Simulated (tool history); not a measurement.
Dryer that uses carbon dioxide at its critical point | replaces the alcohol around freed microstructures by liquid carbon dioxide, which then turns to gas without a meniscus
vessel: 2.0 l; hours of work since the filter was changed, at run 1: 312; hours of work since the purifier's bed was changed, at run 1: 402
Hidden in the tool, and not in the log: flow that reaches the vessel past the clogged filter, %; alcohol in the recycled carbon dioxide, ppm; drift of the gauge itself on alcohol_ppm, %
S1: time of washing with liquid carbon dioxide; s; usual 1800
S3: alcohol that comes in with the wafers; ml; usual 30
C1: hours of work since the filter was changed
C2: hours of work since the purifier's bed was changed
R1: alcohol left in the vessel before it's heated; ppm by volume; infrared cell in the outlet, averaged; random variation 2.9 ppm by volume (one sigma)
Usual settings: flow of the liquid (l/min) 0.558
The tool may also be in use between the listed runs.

run 1 hour=0 | S1=1800 flow_of_the_liquid_(l/min)=0.558 S3=30 | C1=312 C2=402 | R1=42
run 2 hour=30.7 | S1=1800 flow_of_the_liquid_(l/min)=0.558 S3=30 | C1=323 C2=413 | R1=38
run 3 hour=65.4 | S1=1800 flow_of_the_liquid_(l/min)=0.558 S3=30 | C1=335 C2=425 | R1=44
run 4 hour=91.9 | S1=1800 flow_of_the_liquid_(l/min)=0.558 S3=30 | C1=345 C2=435 | R1=44
-- hour=101.4 inlet filter changed
run 5 hour=132.7 | S1=1800 flow_of_the_liquid_(l/min)=0.558 S3=30 | C1=11 C2=449 | R1=32
run 6 hour=179 | S1=1800 flow_of_the_liquid_(l/min)=0.558 S3=30 | C1=27 C2=465 | R1=36
run 7 hour=223.4 | S1=1800 flow_of_the_liquid_(l/min)=0.558 S3=30 | C1=43 C2=481 | R1=40
run 8 hour=250.8 | S1=1800 flow_of_the_liquid_(l/min)=0.893 S3=30 | C1=53 C2=491 | R1=33
run 9 hour=282.4 | S1=1800 flow_of_the_liquid_(l/min)=0.893 S3=30 | C1=64 C2=502 | R1=34
run 10 hour=311 | S1=1800 flow_of_the_liquid_(l/min)=0.893 S3=30 | C1=74 C2=512 | R1=32
run 11 hour=349 | S1=1800 flow_of_the_liquid_(l/min)=0.893 S3=30 | C1=88 C2=526 | R1=35
run 12 hour=392.6 | S1=1800 flow_of_the_liquid_(l/min)=0.893 S3=80 | C1=103 C2=541 | R1=38
run 13 hour=424.6 | S1=1560 flow_of_the_liquid_(l/min)=0.335 S3=32 | C1=115 C2=552 | R1=355
run 14 hour=466.4 | S1=1560 flow_of_the_liquid_(l/min)=0.335 S3=32 | C1=129 C2=567 | R1=360
run 15 hour=489.3 | S1=1500 flow_of_the_liquid_(l/min)=0.763 S3=79 | C1=137 C2=575 | R1=45
run 16 hour=521.1 | S1=1440 flow_of_the_liquid_(l/min)=0.363 S3=117 | C1=149 C2=586 | R1=1258
run 17 hour=561.1 | S1=1440 flow_of_the_liquid_(l/min)=0.363 S3=117 | C1=163 C2=601 | R1=1282
run 18 hour=601.4 | S1=1320 flow_of_the_liquid_(l/min)=0.363 S3=117 | C1=177 C2=615 | R1=1770

Forecast each of these 5 alternatives for the next run:
run A hour=628 | S1=2280 flow_of_the_liquid_(l/min)=0.363 S3=97 | C1=187 C2=624 | R1=?
run B hour=628 | S1=1980 flow_of_the_liquid_(l/min)=0.689 S3=35 | C1=187 C2=624 | R1=?
run C hour=628 | S1=1800 flow_of_the_liquid_(l/min)=0.788 S3=117 | C1=187 C2=624 | R1=?
run D hour=628 | S1=1800 flow_of_the_liquid_(l/min)=0.336 S3=49 | C1=187 C2=624 | R1=?
run E hour=628 | S1=1800 flow_of_the_liquid_(l/min)=0.65 S3=67 | C1=187 C2=624 | R1=?

run=A R1=160
run=B R1=41
run=C R1=40
run=D R1=334
run=E R1=52
Without the tool's hidden state the same runs would have given:
run=A R1=81
run=B R1=5
run=C R1=3
run=D R1=215
run=E R1=13
